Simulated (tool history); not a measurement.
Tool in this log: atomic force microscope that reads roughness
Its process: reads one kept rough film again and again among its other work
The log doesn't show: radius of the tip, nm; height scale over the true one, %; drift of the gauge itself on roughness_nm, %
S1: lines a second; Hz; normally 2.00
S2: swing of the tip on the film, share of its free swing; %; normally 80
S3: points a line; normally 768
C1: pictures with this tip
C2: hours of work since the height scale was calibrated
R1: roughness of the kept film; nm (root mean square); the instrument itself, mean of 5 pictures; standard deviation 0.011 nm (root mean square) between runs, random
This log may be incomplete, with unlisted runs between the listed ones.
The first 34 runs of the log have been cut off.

run    hour    S1  S2   S3   C1   C2     R1
 35  1732.9  3.01  75  337  121  289  2.264
 36  1783.7  3.01  75  337  169  312  2.221
     1815.1  -- new tip fitted
 37  1843.4  0.71  75  337   27  340  2.531
 38  1900.5  2.00  69  406   82  366  2.418
 39  1957.7  2.00  79  773  137  392  2.301
 40  2009.3  2.51  60  307  187  416  2.318
     2022.0  -- new tip fitted
 41  2069.4  1.46  64  307   45  443  2.499
 42  2100.8  1.46  64  733   75  457  2.468
 43  2154.3  3.78  81  768  127  482  2.135
 44  2188.4  3.78  81  768  160  498  2.102
     2230.1  -- new tip fitted
 45  2234.0  3.78  81  428    4  518  2.274
 46  2270.2  2.00  82  498   39  535  2.376
 47  2327.9  2.00  86  643   94  561  2.280
 48  2366.4  2.00  86  643  131  579  2.217
 49  2406.8  2.00  57  818  170  597  2.386
     2436.6  -- new tip fitted
 50  2440.7  3.67  85  324    4  613  2.212

Estimate the outcome of run 51 from the log above:
 51  2509.8  0.75  64  835  71  645   ?

{"run 51": {"R1": 2.521}}
Were there no unlogged condition in the tool, this run, its random variation unchanged, would have produced R1 2.634 nm (root mean square).
